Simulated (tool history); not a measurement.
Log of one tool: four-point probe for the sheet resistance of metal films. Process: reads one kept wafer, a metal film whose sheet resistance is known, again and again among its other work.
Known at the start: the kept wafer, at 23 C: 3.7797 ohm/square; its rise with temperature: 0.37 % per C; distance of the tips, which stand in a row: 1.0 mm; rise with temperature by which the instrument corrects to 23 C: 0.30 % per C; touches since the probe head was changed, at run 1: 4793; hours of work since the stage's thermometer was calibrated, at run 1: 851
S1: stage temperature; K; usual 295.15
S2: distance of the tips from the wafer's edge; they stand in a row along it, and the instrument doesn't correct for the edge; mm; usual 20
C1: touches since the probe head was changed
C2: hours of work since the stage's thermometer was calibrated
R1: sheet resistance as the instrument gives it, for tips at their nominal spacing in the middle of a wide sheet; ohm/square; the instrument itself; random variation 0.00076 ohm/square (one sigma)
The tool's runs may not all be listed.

Run 1, hour 0: usual settings; C1 4793; C2 851. Result: R1 3.775566 ohm/square.
Run 2, hour 44: usual settings but S2 39 mm; C1 6179; C2 875. Result: R1 3.772943 ohm/square.
Run 3, hour 110.8: usual settings but S1 304.15 K, S2 39 mm; C1 8281; C2 913. Result: R1 3.795633 ohm/square.
Run 4, hour 155.2: usual settings; C1 9679; C2 937. Result: R1 3.777317 ohm/square.
Run 5, hour 195.4: usual settings; C1 10944; C2 960. Result: R1 3.778824 ohm/square.
Run 6, hour 251.4: usual settings but S1 306.15 K; C1 12708; C2 991. Result: R1 3.805387 ohm/square.
Run 7, hour 282.9: usual settings but S1 306.15 K; C1 13698; C2 1009. Result: R1 3.803994 ohm/square.
Run 8, hour 329.7: usual settings but S1 306.15 K; C1 15172; C2 1035. Result: R1 3.806168 ohm/square.
Run 9, hour 374.4: usual settings but S1 306.15 K; C1 16579; C2 1060. Result: R1 3.806725 ohm/square.
Run 10, hour 432.9: usual settings but S1 306.15 K; C1 18420; C2 1093. Result: R1 3.805996 ohm/square.
Run 11, hour 495.6: usual settings but S1 306.15 K, S2 56 mm; C1 20396; C2 1128. Result: R1 3.801656 ohm/square.
Run 12, hour 536.4: usual settings but S1 307.15 K; C1 21678; C2 1151. Result: R1 3.809564 ohm/square.
At hour 542.8: stage's thermometer calibrated.
Run 13, hour 591.3: usual settings but S1 307.15 K, S2 6 mm; C1 23391; C2 27. Result: R1 3.861814 ohm/square.
Run 14, hour 644.8: usual settings but S1 303.15 K, S2 49 mm; C1 25077; C2 57. Result: R1 3.797632 ohm/square.

The next listed run, before its measurement:
At hour 688.4: stage's thermometer calibrated, once more.
Run 15, hour 696.4: usual settings but S1 303.15 K, S2 49 mm; C1 26685; C2 4. Result: R1 ?.

Run 15 gave R1 3.792611 ohm/square.
Without the tool's hidden state the same run would have given R1 3.797226 ohm/square.
